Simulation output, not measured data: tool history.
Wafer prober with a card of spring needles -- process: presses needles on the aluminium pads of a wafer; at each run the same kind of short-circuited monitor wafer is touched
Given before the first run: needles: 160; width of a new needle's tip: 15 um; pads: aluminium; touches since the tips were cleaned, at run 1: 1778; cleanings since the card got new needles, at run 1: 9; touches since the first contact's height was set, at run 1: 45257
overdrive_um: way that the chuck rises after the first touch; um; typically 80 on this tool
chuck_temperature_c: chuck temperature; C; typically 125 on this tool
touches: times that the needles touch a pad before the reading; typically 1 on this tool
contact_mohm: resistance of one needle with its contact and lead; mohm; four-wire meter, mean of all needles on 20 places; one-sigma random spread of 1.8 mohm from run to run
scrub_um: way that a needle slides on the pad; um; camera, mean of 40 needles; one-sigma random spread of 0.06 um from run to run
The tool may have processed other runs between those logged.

run     day  overdrive_um  chuck_temperature_c  touches  touches since the tips were cleaned  cleanings since the card got new needles  touches since the first contact's height was set  contact_mohm  scrub_um
  1   0.000            80                  125        1                                 1778                                         9                                             45257           201     13.75
      0.579  -- tips cleaned on abrasive film
      1.675  -- tips cleaned on abrasive film
  2   2.021            80                  125        1                                 1631                                        11                                             54722           196     13.57
      2.654  -- tips cleaned on abrasive film
  3   3.075            89                  125        1                                 1967                                        12                                             59657           197     15.11
      3.696  -- tips cleaned on abrasive film
      4.612  -- tips cleaned on abrasive film
  4   5.179            93                  125        1                                 2664                                        14                                             69518           197     15.84
      5.575  -- tips cleaned on abrasive film
  5   6.383            93                  125        1                                 3794                                        15                                             75152           201     15.70
      6.608  -- tips cleaned on abrasive film
      7.521  -- tips cleaned on abrasive film, once more
  6   8.350            93                  125        1                                 3892                                        17                                             84372           203     15.93
      8.525  -- tips cleaned on abrasive film
      9.554  -- tips cleaned on abrasive film
  7  10.392            80                   61        1                                 3939                                        19                                             93926           202     13.48
     10.521  -- tips cleaned on abrasive film
     11.446  -- tips cleaned on abrasive film
  8  11.933            80                   61        1                                 2310                                        21                                            101155           194     13.50
     12.446  -- tips cleaned on abrasive film
     13.504  -- tips cleaned on abrasive film
     14.454  -- tips cleaned on abrasive film
  9  14.454            80                   61        1                                    0                                        24                                            112949           173     13.42
     15.429  -- tips cleaned on abrasive film
 10  15.642            78                   40        1                                 1009                                        25                                            118519           181     13.03
     16.417  -- tips cleaned on abrasive film
     17.338  -- tips cleaned on abrasive film
 11  17.708            85                  117        2                                 1747                                        27                                            128196           189     14.27
     18.304  -- tips cleaned on abrasive film
 12  18.971            80                   27        1                                 3145                                        28                                            134112           191     13.30
     19.258  -- tips cleaned on abrasive film
     20.221  -- tips cleaned on abrasive film
 13  20.767            80                   27        1                                 2569                                        30                                            142524           190     13.27
     21.167  -- tips cleaned on abrasive film
     22.233  -- tips cleaned on abrasive film
 14  22.883           100                   29        3                                 3066                                        32                                            152433           172     16.79
     23.233  -- tips cleaned on abrasive film
     24.146  -- tips cleaned on abrasive film
     25.133  -- tips cleaned on abrasive film
 15  25.200           100                   29        3                                  317                                        35                                            163278           169     16.68
     26.096  -- tips cleaned on abrasive film
 16  26.912            74                  125        3                                 3834                                        36                                            171303           198     12.22
     27.021  -- tips cleaned on abrasive film
     27.950  -- tips cleaned on abrasive film
 17  28.446            78                   89        2                                 2332                                        38                                            178472           189     12.89
     28.900  -- tips cleaned on abrasive film
     29.979  -- tips cleaned on abrasive film
 18  30.058            69                   43        1                                  388                                        40                                            186030           179     11.20

Consider 4 possible next runs. They are alternatives, not a sequence: every one starts from the tool as it was left by run 18. What does each give?
     30.975  -- tips cleaned on abrasive film
     31.933  -- tips cleaned on abrasive film
  A  32.404            71                   37        3                                 2232                                        42                                            197024             ?         ?
     30.975  -- tips cleaned on abrasive film
     31.933  -- tips cleaned on abrasive film
  B  32.404            84                   88        2                                 2232                                        42                                            197024             ?         ?
     30.975  -- tips cleaned on abrasive film
     31.933  -- tips cleaned on abrasive film
  C  32.404            76                   59        1                                 2232                                        42                                            197024             ?         ?
     30.975  -- tips cleaned on abrasive film
     31.933  -- tips cleaned on abrasive film
  D  32.404            69                  116        1                                 2232                                        42                                            197024             ?         ?

run  contact_mohm  scrub_um
  A           181     11.53
  B           188     13.81
  C           195     12.40
  D           209     11.23
The same runs, with their run-to-run variation unchanged, on a tool lacking any hidden condition would have given:
run  contact_mohm  scrub_um
  A           170     12.28
  B           176     14.57
  C           170     13.14
  D           182     11.98
